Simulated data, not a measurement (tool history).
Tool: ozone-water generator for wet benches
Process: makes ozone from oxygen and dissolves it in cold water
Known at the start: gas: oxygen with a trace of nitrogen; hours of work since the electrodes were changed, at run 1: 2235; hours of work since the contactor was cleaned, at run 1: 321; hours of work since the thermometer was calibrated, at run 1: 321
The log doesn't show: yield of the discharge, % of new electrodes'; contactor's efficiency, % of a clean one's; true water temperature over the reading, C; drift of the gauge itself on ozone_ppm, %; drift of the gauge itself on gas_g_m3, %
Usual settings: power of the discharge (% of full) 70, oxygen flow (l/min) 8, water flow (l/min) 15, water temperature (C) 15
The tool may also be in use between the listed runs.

run	hour	power of the discharge (% of full)	oxygen flow (l/min)	water flow (l/min)	water temperature (C)	hours of work since the electrodes were changed	hours of work since the contactor was cleaned	hours of work since the thermometer was calibrated	dissolved ozone (ppm)	ozone in the gas ahead of the water (g/m3)
1	0	70	8	15	15	2235	321	321	34	228.3
2	220.4	70	8	15	15	2397	482	482	34.2	228.4
3	436.2	70	8	15	15	2555	640	640	34.3	227.4
4	660.9	70	10.08	15	15	2719	805	805	33.6	204.8
5	809.3	70	8.56	15	15	2828	914	914	33.7	217.8
6	926.4	70	8.56	15	15	2914	1000	1000	34.4	219.6
7	1148.6	70	8	15	15	3077	1162	1162	34	224
8	1294.6	70	8	15	15	3184	1269	1269	34.1	222.9
9	1406.6	70	10.47	15	15	3266	1351	1351	34	201.5
10	1517.1	70	10.47	15	15	3347	1432	1432	34	199.3
11	1676.8	70	11.26	12	15	3464	1549	1549	38	194.1
12	1855.8	70	11.14	14	14	3595	1681	1681	36.5	195.6
13	1973.2	67	8	15	8	3681	1767	1767	37.7	213.7

3 ways to go on from here, each from the tool as it stands after run 13. What would each give?
A	2084.8	70	7.9	15	15	3763	1848	1848	?	?
B	2084.8	44	8	15	8	3763	1848	1848	?	?
C	2084.8	80	8	15	9	3763	1848	1848	?	?

run	dissolved ozone (ppm)	ozone in the gas ahead of the water (g/m3)
A	33.8	223.8
B	28.2	161.3
C	41.8	240.9
Without the tool's hidden state the same runs would have given:
run	dissolved ozone (ppm)	ozone in the gas ahead of the water (g/m3)
A	33.9	229.5
B	28.3	165.3
C	41.8	247.1

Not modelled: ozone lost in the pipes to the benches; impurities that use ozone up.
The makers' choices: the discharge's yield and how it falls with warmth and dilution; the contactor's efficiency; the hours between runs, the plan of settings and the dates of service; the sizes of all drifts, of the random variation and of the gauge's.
